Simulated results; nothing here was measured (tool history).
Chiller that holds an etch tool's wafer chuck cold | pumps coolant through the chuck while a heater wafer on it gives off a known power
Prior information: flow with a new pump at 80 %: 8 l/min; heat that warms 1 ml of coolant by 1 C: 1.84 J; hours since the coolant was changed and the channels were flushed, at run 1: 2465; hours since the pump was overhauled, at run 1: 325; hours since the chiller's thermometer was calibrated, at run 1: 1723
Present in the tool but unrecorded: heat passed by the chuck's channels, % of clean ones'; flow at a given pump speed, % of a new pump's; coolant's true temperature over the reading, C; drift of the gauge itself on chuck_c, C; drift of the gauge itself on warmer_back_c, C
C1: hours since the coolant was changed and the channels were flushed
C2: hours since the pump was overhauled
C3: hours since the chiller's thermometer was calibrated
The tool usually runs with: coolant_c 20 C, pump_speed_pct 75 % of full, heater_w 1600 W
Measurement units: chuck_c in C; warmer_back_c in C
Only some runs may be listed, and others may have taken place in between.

{"run": 1, "day": 0.0, "coolant_c": 20, "pump_speed_pct": 75, "heater_w": 1600, "C1": 2465, "C2": 325, "C3": 1723, "chuck_c": 34.2, "warmer_back_c": 7.06}
{"run": 2, "day": 1.958, "coolant_c": 20, "pump_speed_pct": 75, "heater_w": 1600, "C1": 2512, "C2": 372, "C3": 1770, "chuck_c": 34.2, "warmer_back_c": 7.08}
{"run": 3, "day": 5.667, "coolant_c": 20, "pump_speed_pct": 75, "heater_w": 1600, "C1": 2601, "C2": 460, "C3": 1859, "chuck_c": 34.4, "warmer_back_c": 7.08}
{"run": 4, "day": 9.967, "coolant_c": 20, "pump_speed_pct": 75, "heater_w": 1600, "C1": 2704, "C2": 564, "C3": 1962, "chuck_c": 34.5, "warmer_back_c": 7.13}
{"run": 5, "day": 14.054, "coolant_c": 20, "pump_speed_pct": 75, "heater_w": 1600, "C1": 2802, "C2": 662, "C3": 2060, "chuck_c": 34.7, "warmer_back_c": 7.15}
{"day": 14.362, "done": "chiller's thermometer calibrated"}
{"run": 6, "day": 17.4, "coolant_c": 20, "pump_speed_pct": 65, "heater_w": 1600, "C1": 2881, "C2": 741, "C3": 73, "chuck_c": 36.3, "warmer_back_c": 8.46}
{"run": 7, "day": 19.575, "coolant_c": 20, "pump_speed_pct": 65, "heater_w": 1600, "C1": 2934, "C2": 793, "C3": 125, "chuck_c": 36.2, "warmer_back_c": 8.47}
{"run": 8, "day": 22.296, "coolant_c": 20, "pump_speed_pct": 75, "heater_w": 1600, "C1": 2999, "C2": 859, "C3": 190, "chuck_c": 34.7, "warmer_back_c": 7.26}
{"run": 9, "day": 24.483, "coolant_c": 21, "pump_speed_pct": 83, "heater_w": 1600, "C1": 3051, "C2": 911, "C3": 243, "chuck_c": 34.6, "warmer_back_c": 6.51}
{"run": 10, "day": 26.662, "coolant_c": 24, "pump_speed_pct": 91, "heater_w": 1917, "C1": 3104, "C2": 963, "C3": 295, "chuck_c": 39.5, "warmer_back_c": 7.08}
{"run": 11, "day": 28.608, "coolant_c": 25, "pump_speed_pct": 71, "heater_w": 935, "C1": 3150, "C2": 1010, "C3": 342, "chuck_c": 33.9, "warmer_back_c": 4.48}
{"day": 31.35, "done": "chiller's thermometer calibrated, once more"}
{"run": 12, "day": 31.792, "coolant_c": 20, "pump_speed_pct": 88, "heater_w": 1600, "C1": 3226, "C2": 1086, "C3": 11, "chuck_c": 33.7, "warmer_back_c": 6.17}
{"run": 13, "day": 34.125, "coolant_c": 20, "pump_speed_pct": 79, "heater_w": 2215, "C1": 3282, "C2": 1141, "C3": 67, "chuck_c": 40.8, "warmer_back_c": 9.57}
{"run": 14, "day": 36.038, "coolant_c": 25, "pump_speed_pct": 70, "heater_w": 1012, "C1": 3328, "C2": 1187, "C3": 113, "chuck_c": 35.4, "warmer_back_c": 4.97}
{"run": 15, "day": 38.312, "coolant_c": 25, "pump_speed_pct": 70, "heater_w": 1012, "C1": 3382, "C2": 1242, "C3": 167, "chuck_c": 35.3, "warmer_back_c": 5.04}

Pick out some run-to-run changes in chuck_c. Of each, how much would a tool without hidden state show as well, from the settings, what came in and chance, and how much is left for the hidden state and any gauge scatter not in both results compared?
Run 12 -> 13: pump_speed_pct 88 -> 79, heater_w 1600 -> 2215. chuck_c +7.1 C: hidden state +1.2, all else +5.9.
Run 13 -> 14: coolant_c 20 -> 25, pump_speed_pct 79 -> 70, heater_w 2215 -> 1012. chuck_c -5.4 C: hidden state -1.8, all else -3.6.
